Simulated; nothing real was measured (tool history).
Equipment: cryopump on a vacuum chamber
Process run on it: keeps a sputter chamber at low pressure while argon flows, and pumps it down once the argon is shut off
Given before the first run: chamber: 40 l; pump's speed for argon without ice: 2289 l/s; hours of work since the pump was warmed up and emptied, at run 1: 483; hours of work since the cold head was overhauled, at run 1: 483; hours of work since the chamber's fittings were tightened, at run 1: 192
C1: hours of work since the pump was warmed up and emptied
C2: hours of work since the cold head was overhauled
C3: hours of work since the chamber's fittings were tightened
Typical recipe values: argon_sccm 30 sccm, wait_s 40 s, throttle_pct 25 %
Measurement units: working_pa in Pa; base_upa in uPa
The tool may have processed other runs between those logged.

{"run": 1, "day": 0.0, "argon_sccm": 30, "wait_s": 40, "throttle_pct": 25, "C1": 483, "C2": 483, "C3": 192, "working_pa": 0.0971, "base_upa": 0.78}
{"run": 2, "day": 0.975, "argon_sccm": 30, "wait_s": 40, "throttle_pct": 25, "C1": 500, "C2": 500, "C3": 209, "working_pa": 0.0988, "base_upa": 0.78}
{"run": 3, "day": 1.429, "argon_sccm": 30, "wait_s": 40, "throttle_pct": 25, "C1": 509, "C2": 509, "C3": 217, "working_pa": 0.0975, "base_upa": 0.77}
{"run": 4, "day": 2.317, "argon_sccm": 30, "wait_s": 40, "throttle_pct": 25, "C1": 525, "C2": 525, "C3": 233, "working_pa": 0.0976, "base_upa": 0.78}
{"run": 5, "day": 3.35, "argon_sccm": 30, "wait_s": 40, "throttle_pct": 25, "C1": 543, "C2": 543, "C3": 252, "working_pa": 0.0987, "base_upa": 0.79}
{"run": 6, "day": 4.196, "argon_sccm": 30, "wait_s": 40, "throttle_pct": 25, "C1": 558, "C2": 558, "C3": 267, "working_pa": 0.0986, "base_upa": 0.74}
{"run": 7, "day": 4.712, "argon_sccm": 29, "wait_s": 40, "throttle_pct": 25, "C1": 568, "C2": 568, "C3": 277, "working_pa": 0.0959, "base_upa": 0.77}
{"run": 8, "day": 5.233, "argon_sccm": 28, "wait_s": 31, "throttle_pct": 45, "C1": 577, "C2": 577, "C3": 286, "working_pa": 0.0553, "base_upa": 0.98}
{"run": 9, "day": 6.067, "argon_sccm": 28, "wait_s": 31, "throttle_pct": 45, "C1": 592, "C2": 592, "C3": 301, "working_pa": 0.0549, "base_upa": 0.94}
{"day": 6.704, "done": "pump warmed up, emptied and cooled again"}
{"run": 10, "day": 6.954, "argon_sccm": 28, "wait_s": 31, "throttle_pct": 45, "C1": 5, "C2": 604, "C3": 313, "working_pa": 0.0472, "base_upa": 0.88}
{"run": 11, "day": 7.938, "argon_sccm": 28, "wait_s": 31, "throttle_pct": 45, "C1": 22, "C2": 622, "C3": 331, "working_pa": 0.0468, "base_upa": 0.88}
{"run": 12, "day": 8.838, "argon_sccm": 28, "wait_s": 31, "throttle_pct": 45, "C1": 38, "C2": 638, "C3": 347, "working_pa": 0.0462, "base_upa": 0.92}
{"run": 13, "day": 9.412, "argon_sccm": 12, "wait_s": 160, "throttle_pct": 44, "C1": 49, "C2": 649, "C3": 358, "working_pa": 0.0208, "base_upa": 0.34}

What does the tool deliver on the next run?
{"run": 14, "day": 10.329, "argon_sccm": 12, "wait_s": 160, "throttle_pct": 44, "C1": 65, "C2": 665, "C3": 374, "working_pa": "?", "base_upa": "?"}

Run 14 yielded working_pa 0.0208 Pa, base_upa 0.3 uPa.
Had the tool carried no hidden state, the very same run would have given working_pa 0.0203 Pa, base_upa 0.27 uPa.
